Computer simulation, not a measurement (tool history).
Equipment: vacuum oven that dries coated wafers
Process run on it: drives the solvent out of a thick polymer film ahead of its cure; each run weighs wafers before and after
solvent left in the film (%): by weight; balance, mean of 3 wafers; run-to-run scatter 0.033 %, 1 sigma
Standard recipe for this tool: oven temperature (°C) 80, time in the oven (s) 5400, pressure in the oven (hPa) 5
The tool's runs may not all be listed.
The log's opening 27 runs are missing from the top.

Run 28, hour 302.4: usual settings but pressure in the oven (hPa) 6.26. Result: solvent left in the film (%) 1.21.
Run 29, hour 315.6: usual settings but pressure in the oven (hPa) 6.26. Result: solvent left in the film (%) 1.17.
Run 30, hour 329.1: usual settings but time in the oven (s) 3360. Result: solvent left in the film (%) 2.55.
At hour 332.2: oven's thermocouples calibrated.
Run 31, hour 344: usual settings but oven temperature (°C) 83, time in the oven (s) 4260, pressure in the oven (hPa) 13.28. Result: solvent left in the film (%) 1.62.
Run 32, hour 353.7: usual settings but oven temperature (°C) 67, time in the oven (s) 8520, pressure in the oven (hPa) 12.98. Result: solvent left in the film (%) 3.12.
Run 33, hour 360.9: usual settings but oven temperature (°C) 69, time in the oven (s) 2880, pressure in the oven (hPa) 9.97. Result: solvent left in the film (%) 6.77.
Run 34, hour 374.6: usual settings but oven temperature (°C) 78, time in the oven (s) 6300, pressure in the oven (hPa) 2.54. Result: solvent left in the film (%) 0.94.
Run 35, hour 381.1: usual settings but oven temperature (°C) 78, time in the oven (s) 6300, pressure in the oven (hPa) 2.54. Result: solvent left in the film (%) 0.91.
At hour 390.3: oven's thermocouples calibrated, once more.
Run 36, hour 396.3: usual settings but pressure in the oven (hPa) 18.76. Result: solvent left in the film (%) 1.69.
Run 37, hour 403.5: usual settings but pressure in the oven (hPa) 18.76. Result: solvent left in the film (%) 1.65.
Run 38, hour 413.8: usual settings but oven temperature (°C) 73, time in the oven (s) 4080, pressure in the oven (hPa) 3.06. Result: solvent left in the film (%) 3.24.
Run 39, hour 428.9: usual settings but oven temperature (°C) 73, time in the oven (s) 4080, pressure in the oven (hPa) 3.06. Result: solvent left in the film (%) 3.28.
Run 40, hour 437.1: usual settings but oven temperature (°C) 73, time in the oven (s) 4080, pressure in the oven (hPa) 3.06. Result: solvent left in the film (%) 3.23.
Run 41, hour 450.9: usual settings but oven temperature (°C) 67, time in the oven (s) 6720, pressure in the oven (hPa) 6.67. Result: solvent left in the film (%) 3.16.
Run 42, hour 465.2: usual settings but oven temperature (°C) 67, time in the oven (s) 6720, pressure in the oven (hPa) 6.67. Result: solvent left in the film (%) 3.16.
Run 43, hour 480.8: usual settings but oven temperature (°C) 67, time in the oven (s) 6720, pressure in the oven (hPa) 6.67. Result: solvent left in the film (%) 3.13.
Run 44, hour 492.9: usual settings but oven temperature (°C) 76, time in the oven (s) 5040, pressure in the oven (hPa) 4.05. Result: solvent left in the film (%) 1.8.

Predict each of these 4 candidate next runs independently; none follows another, all start after run 44:
Run A, hour 504.7: usual settings but oven temperature (°C) 84, time in the oven (s) 2880, pressure in the oven (hPa) 4.05. Result: solvent left in the film (%) ?.
Run B, hour 504.7: usual settings but oven temperature (°C) 94, time in the oven (s) 5040, pressure in the oven (hPa) 6.53. Result: solvent left in the film (%) ?.
Run C, hour 504.7: usual settings but oven temperature (°C) 79, time in the oven (s) 3480, pressure in the oven (hPa) 4.61. Result: solvent left in the film (%) ?.
Run D, hour 504.7: usual settings but oven temperature (°C) 73, time in the oven (s) 6420, pressure in the oven (hPa) 5.26. Result: solvent left in the film (%) ?.

run  solvent left in the film (%)
  A                          1.97
  B                          0.23
  C                          2.54
  D                          1.74
The same runs, with their run-to-run variation unchanged, on a tool lacking any hidden condition would have given:
run  solvent left in the film (%)
  A                          1.89
  B                           0.2
  C                          2.45
  D                          1.65
